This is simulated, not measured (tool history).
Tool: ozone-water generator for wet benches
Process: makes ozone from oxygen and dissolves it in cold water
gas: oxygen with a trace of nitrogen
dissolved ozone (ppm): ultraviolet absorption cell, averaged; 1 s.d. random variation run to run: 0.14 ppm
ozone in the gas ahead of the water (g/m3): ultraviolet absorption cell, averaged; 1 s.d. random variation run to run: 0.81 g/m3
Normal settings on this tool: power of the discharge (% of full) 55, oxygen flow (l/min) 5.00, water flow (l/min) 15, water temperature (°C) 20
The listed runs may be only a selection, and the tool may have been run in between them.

run,hour,power of the discharge (% of full),oxygen flow (l/min),water flow (l/min),water temperature (°C),dissolved ozone (ppm),ozone in the gas ahead of the water (g/m3)
1,0.0,55,5.00,15,20,11.9,97.0
2,133.6,55,2.54,15,20,13.0,155.4
3,323.7,55,5.00,15,20,11.6,96.6
4,510.6,55,5.00,15,20,11.2,96.1
# hour 712.6: water thermometer calibrated
5,712.6,55,5.00,15,20,11.4,93.3
6,907.4,55,5.00,15,20,11.5,93.2
7,1006.6,55,5.00,15,20,11.3,93.0
# hour 1026.2: contactor cleaned
8,1200.8,55,2.79,15,20,12.5,135.9
9,1371.0,55,2.79,15,20,12.3,134.7
10,1495.4,55,5.14,15,20,10.8,87.5
11,1639.7,55,5.24,15,20,11.0,86.5
12,1807.0,55,5.24,15,20,10.8,84.8
# hour 1925.2: electrodes of the discharge changed
13,1959.0,55,5.00,15,20,15.8,125.6
14,2089.6,55,5.00,15,20,15.3,124.0
15,2198.0,55,5.00,15,20,15.5,123.4
16,2307.3,55,5.00,15,21,15.4,123.3
17,2397.8,55,5.00,15,21,15.0,122.7
18,2550.2,74,4.04,14,21,19.8,174.0
19,2652.9,77,4.32,19,22,16.1,171.2
20,2800.0,77,7.49,19,21,14.5,115.3
21,2930.0,55,5.00,21,20,11.9,119.4
22,3062.2,93,5.42,23,24,14.5,159.9
23,3265.8,93,5.42,23,24,14.3,158.5
24,3368.1,55,5.00,14,20,15.1,117.6
25,3494.7,48,2.58,19,18,12.1,170.3
26,3658.2,55,5.00,15,16,15.1,115.8
27,3855.3,55,5.00,15,16,15.3,116.3
# hour 3884.7: water thermometer calibrated
28,3989.3,97,2.92,19,23,17.4,238.1
29,4180.8,97,2.92,19,23,17.3,233.4
30,4353.0,67,2.61,11,24,20.2,200.7
31,4547.0,67,2.61,11,24,19.7,199.8
32,4719.3,49,7.75,23,25,7.9,76.3

What would each run have given without the hidden state, its run-to-run variation left as it was?
The hidden state here: yield of the discharge, % of new electrodes'; contactor's efficiency, % of a clean one's; true water temperature over the reading, C; drift of the gauge itself on ozone_ppm, %; drift of the gauge itself on gas_g_m3, %.
run,dissolved ozone (ppm),ozone in the gas ahead of the water (g/m3)
1,15.9,125.2
2,17.5,201.8
3,15.9,126.7
4,15.6,127.1
5,16.0,125.4
6,16.2,126.9
7,16.1,127.1
8,17.3,188.3
9,17.3,188.1
10,15.5,123.4
11,15.8,122.9
12,15.7,122.1
13,16.1,126.5
14,15.7,125.6
15,16.0,125.6
16,15.9,126.1
17,15.7,126.0
18,21.0,181.3
19,17.2,179.5
20,15.6,121.8
21,12.8,125.4
22,16.1,173.0
23,16.1,173.7
24,16.5,125.9
25,13.3,182.0
26,16.8,125.8
27,17.2,127.5
28,20.6,274.6
29,20.8,273.0
30,23.7,229.5
31,23.4,230.7
32,9.2,86.2

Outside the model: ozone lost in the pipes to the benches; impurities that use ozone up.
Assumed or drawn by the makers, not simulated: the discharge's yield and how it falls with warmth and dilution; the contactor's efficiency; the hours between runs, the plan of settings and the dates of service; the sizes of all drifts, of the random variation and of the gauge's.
